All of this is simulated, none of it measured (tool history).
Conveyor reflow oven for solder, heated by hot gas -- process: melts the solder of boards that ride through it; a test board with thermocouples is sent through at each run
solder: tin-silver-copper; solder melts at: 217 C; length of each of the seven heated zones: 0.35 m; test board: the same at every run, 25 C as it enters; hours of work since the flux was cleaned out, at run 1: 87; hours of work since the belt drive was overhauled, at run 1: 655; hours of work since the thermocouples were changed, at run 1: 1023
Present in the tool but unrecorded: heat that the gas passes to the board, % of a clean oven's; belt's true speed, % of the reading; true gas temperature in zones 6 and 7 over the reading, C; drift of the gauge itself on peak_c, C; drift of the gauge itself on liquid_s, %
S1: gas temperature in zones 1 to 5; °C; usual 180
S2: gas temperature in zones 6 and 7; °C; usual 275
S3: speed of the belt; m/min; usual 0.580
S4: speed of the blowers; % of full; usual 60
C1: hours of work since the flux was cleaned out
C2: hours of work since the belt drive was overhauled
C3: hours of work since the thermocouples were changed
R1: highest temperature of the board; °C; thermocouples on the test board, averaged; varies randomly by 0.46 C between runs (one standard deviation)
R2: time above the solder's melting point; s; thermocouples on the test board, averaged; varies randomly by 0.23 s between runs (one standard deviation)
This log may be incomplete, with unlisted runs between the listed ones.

Run 1, day 0.000: usual settings; C1 87; C2 655; C3 1023. Result: R1 258.9 °C, R2 61.9 s.
Run 2, day 1.083: usual settings; C1 104; C2 672; C3 1040. Result: R1 259.2 °C, R2 61.4 s.
Run 3, day 2.254: usual settings; C1 122; C2 691; C3 1058. Result: R1 259.8 °C, R2 61.6 s.
Run 4, day 3.175: usual settings but S4 58 % of full; C1 137; C2 705; C3 1072. Result: R1 257.8 °C, R2 60.8 s.
At day 4.350: thermocouples of zones 6 and 7 changed.
Run 5, day 4.712: usual settings but S1 187 °C; C1 160; C2 728; C3 6. Result: R1 261.0 °C, R2 65.4 s.
At day 4.983: belt drive overhauled, speed set with a stopwatch.
Run 6, day 6.375: usual settings but S1 187 °C; C1 183; C2 22; C3 29. Result: R1 261.0 °C, R2 64.0 s.
Run 7, day 7.333: usual settings but S1 187 °C; C1 198; C2 37; C3 44. Result: R1 261.0 °C, R2 64.1 s.
Run 8, day 8.400: usual settings but S1 187 °C; C1 215; C2 53; C3 61. Result: R1 260.6 °C, R2 64.2 s.
Run 9, day 9.262: usual settings; C1 228; C2 67; C3 74. Result: R1 260.2 °C, R2 60.9 s.
Run 10, day 10.033: usual settings; C1 240; C2 79; C3 86. Result: R1 259.5 °C, R2 61.0 s.
Run 11, day 11.412: usual settings; C1 262; C2 101; C3 108. Result: R1 258.6 °C, R2 61.1 s.
Run 12, day 12.521: usual settings; C1 279; C2 118; C3 125. Result: R1 259.3 °C, R2 61.0 s.
Run 13, day 13.538: usual settings but S3 0.588 m/min; C1 295; C2 134; C3 141. Result: R1 258.4 °C, R2 59.4 s.
Run 14, day 15.000: usual settings but S3 0.574 m/min; C1 318; C2 157; C3 164. Result: R1 259.5 °C, R2 61.6 s.
At day 16.021: flux residue cleaned out of gas plates and filters.
Run 15, day 16.021: usual settings but S1 173 °C, S2 272 °C, S3 0.574 m/min; C1 0; C2 170; C3 177. Result: R1 257.2 °C, R2 58.3 s.
Run 16, day 17.083: usual settings but S4 53 % of full; C1 17; C2 186; C3 193. Result: R1 257.8 °C, R2 60.1 s.
Run 17, day 18.175: usual settings but S4 53 % of full; C1 34; C2 203; C3 211. Result: R1 258.2 °C, R2 59.9 s.
Run 18, day 19.254: usual settings but S2 271 °C, S4 56 % of full; C1 51; C2 220; C3 227. Result: R1 255.0 °C, R2 58.8 s.
Run 19, day 20.838: usual settings but S1 169 °C, S2 287 °C, S3 0.575 m/min; C1 75; C2 245; C3 252. Result: R1 270.0 °C, R2 63.1 s.
Run 20, day 22.571: usual settings but S2 289 °C; C1 102; C2 272; C3 279. Result: R1 273.7 °C, R2 67.5 s.
Run 21, day 23.533: usual settings but S2 289 °C; C1 118; C2 287; C3 294. Result: R1 272.6 °C, R2 67.5 s.
Run 22, day 24.383: usual settings but S2 274 °C, S4 89 % of full; C1 131; C2 300; C3 308. Result: R1 265.5 °C, R2 64.7 s.
Run 23, day 25.242: usual settings but S2 274 °C, S4 89 % of full; C1 144; C2 314; C3 321. Result: R1 263.8 °C, R2 64.9 s.
Run 24, day 26.258: usual settings but S2 288 °C, S3 0.474 m/min, S4 61 % of full; C1 160; C2 330; C3 337. Result: R1 278.2 °C, R2 84.9 s.
Run 25, day 27.408: usual settings but S2 288 °C, S3 0.474 m/min, S4 61 % of full; C1 178; C2 348; C3 355. Result: R1 277.2 °C, R2 84.8 s.
Run 26, day 28.408: usual settings but S2 286 °C, S3 0.689 m/min, S4 64 % of full; C1 194; C2 363; C3 371. Result: R1 263.8 °C, R2 53.0 s.
Run 27, day 30.058: usual settings but S1 167 °C, S2 287 °C, S3 0.495 m/min, S4 64 % of full; C1 220; C2 389; C3 397. Result: R1 273.5 °C, R2 76.0 s.

Each row is a separate what-if for the run after 27, all from the same tool condition, not one after another. Results?
Run A, day 31.454: usual settings; C1 242; C2 411; C3 418. Result: R1 ?, R2 ?.
Run B, day 31.454: usual settings but S1 171 °C, S2 270 °C, S3 0.495 m/min, S4 64 % of full; C1 242; C2 411; C3 418. Result: R1 ?, R2 ?.
Run C, day 31.454: usual settings but S1 179 °C, S3 0.508 m/min, S4 50 % of full; C1 242; C2 411; C3 418. Result: R1 ?, R2 ?.
Run D, day 31.454: usual settings but S1 167 °C, S2 267 °C, S3 0.549 m/min, S4 64 % of full; C1 242; C2 411; C3 418. Result: R1 ?, R2 ?.

run     R1    R2
  A  259.1  61.1
  B  258.6  69.2
  C  259.0  70.3
  D  252.6  56.6
Take away the tool's hidden state, keep each run's random variation, and the runs would have read:
run     R1    R2
  A  261.5  61.9
  B  260.8  70.2
  C  261.0  70.9
  D  255.1  58.1
